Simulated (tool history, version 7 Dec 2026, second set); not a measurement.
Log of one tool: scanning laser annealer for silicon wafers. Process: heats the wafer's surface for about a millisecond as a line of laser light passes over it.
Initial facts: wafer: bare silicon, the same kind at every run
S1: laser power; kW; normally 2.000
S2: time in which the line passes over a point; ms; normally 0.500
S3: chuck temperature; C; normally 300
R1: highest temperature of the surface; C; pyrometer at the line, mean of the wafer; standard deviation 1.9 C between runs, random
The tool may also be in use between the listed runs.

{"run": 1, "hour": 0.0, "S1": 2.0, "S2": 0.5, "S3": 300, "R1": 1093}
{"hour": 25.0, "done": "optics aligned, line set to its width"}
{"run": 2, "hour": 28.6, "S1": 2.0, "S2": 0.5, "S3": 300, "R1": 1091}
{"run": 3, "hour": 71.8, "S1": 2.0, "S2": 0.5, "S3": 300, "R1": 1089}
{"run": 4, "hour": 119.8, "S1": 2.0, "S2": 0.45, "S3": 300, "R1": 1038}
{"run": 5, "hour": 164.8, "S1": 2.0, "S2": 0.45, "S3": 300, "R1": 1037}
{"hour": 185.4, "done": "optics aligned, line set to its width, once more"}
{"run": 6, "hour": 201.6, "S1": 2.0, "S2": 0.45, "S3": 300, "R1": 1051}
{"run": 7, "hour": 234.5, "S1": 2.0, "S2": 0.5, "S3": 300, "R1": 1099}
{"run": 8, "hour": 257.7, "S1": 2.0, "S2": 0.5, "S3": 300, "R1": 1096}
{"run": 9, "hour": 296.7, "S1": 2.0, "S2": 0.5, "S3": 300, "R1": 1091}
{"run": 10, "hour": 328.3, "S1": 2.0, "S2": 0.393, "S3": 300, "R1": 986}
{"run": 11, "hour": 361.4, "S1": 2.0, "S2": 0.5, "S3": 300, "R1": 1092}
{"run": 12, "hour": 396.3, "S1": 2.0, "S2": 0.5, "S3": 300, "R1": 1089}
{"run": 13, "hour": 435.3, "S1": 2.0, "S2": 0.5, "S3": 300, "R1": 1088}
{"run": 14, "hour": 471.0, "S1": 2.0, "S2": 0.544, "S3": 300, "R1": 1127}
{"run": 15, "hour": 491.1, "S1": 2.183, "S2": 0.545, "S3": 316, "R1": 1221}
{"run": 16, "hour": 523.1, "S1": 2.0, "S2": 0.452, "S3": 300, "R1": 1039}
{"run": 17, "hour": 552.2, "S1": 2.0, "S2": 0.452, "S3": 300, "R1": 1040}
{"run": 18, "hour": 574.8, "S1": 2.0, "S2": 0.452, "S3": 300, "R1": 1038}
{"run": 19, "hour": 613.4, "S1": 2.0, "S2": 0.452, "S3": 300, "R1": 1036}
{"run": 20, "hour": 649.3, "S1": 1.787, "S2": 0.492, "S3": 328, "R1": 1016}
{"run": 21, "hour": 669.4, "S1": 2.161, "S2": 0.492, "S3": 328, "R1": 1166}
{"run": 22, "hour": 714.9, "S1": 2.161, "S2": 0.492, "S3": 328, "R1": 1160}
{"run": 23, "hour": 745.5, "S1": 2.161, "S2": 0.492, "S3": 328, "R1": 1159}
{"run": 24, "hour": 777.2, "S1": 2.161, "S2": 0.385, "S3": 313, "R1": 1030}

Alternative continuations, all from the tool just after run 24; predict every row:
{"run": "A", "hour": 803.1, "S1": 1.923, "S2": 0.532, "S3": 322, "R1": "?"}
{"run": "B", "hour": 803.1, "S1": 2.161, "S2": 0.49, "S3": 328, "R1": "?"}
{"run": "C", "hour": 803.1, "S1": 2.0, "S2": 0.464, "S3": 303, "R1": "?"}
{"run": "D", "hour": 803.1, "S1": 1.99, "S2": 0.445, "S3": 288, "R1": "?"}

run=A R1=1094
run=B R1=1155
run=C R1=1044
run=D R1=1008
The same runs, with their run-to-run variation unchanged, on a tool lacking any hidden condition would have given:
run=A R1=1138
run=B R1=1203
run=C R1=1087
run=D R1=1049

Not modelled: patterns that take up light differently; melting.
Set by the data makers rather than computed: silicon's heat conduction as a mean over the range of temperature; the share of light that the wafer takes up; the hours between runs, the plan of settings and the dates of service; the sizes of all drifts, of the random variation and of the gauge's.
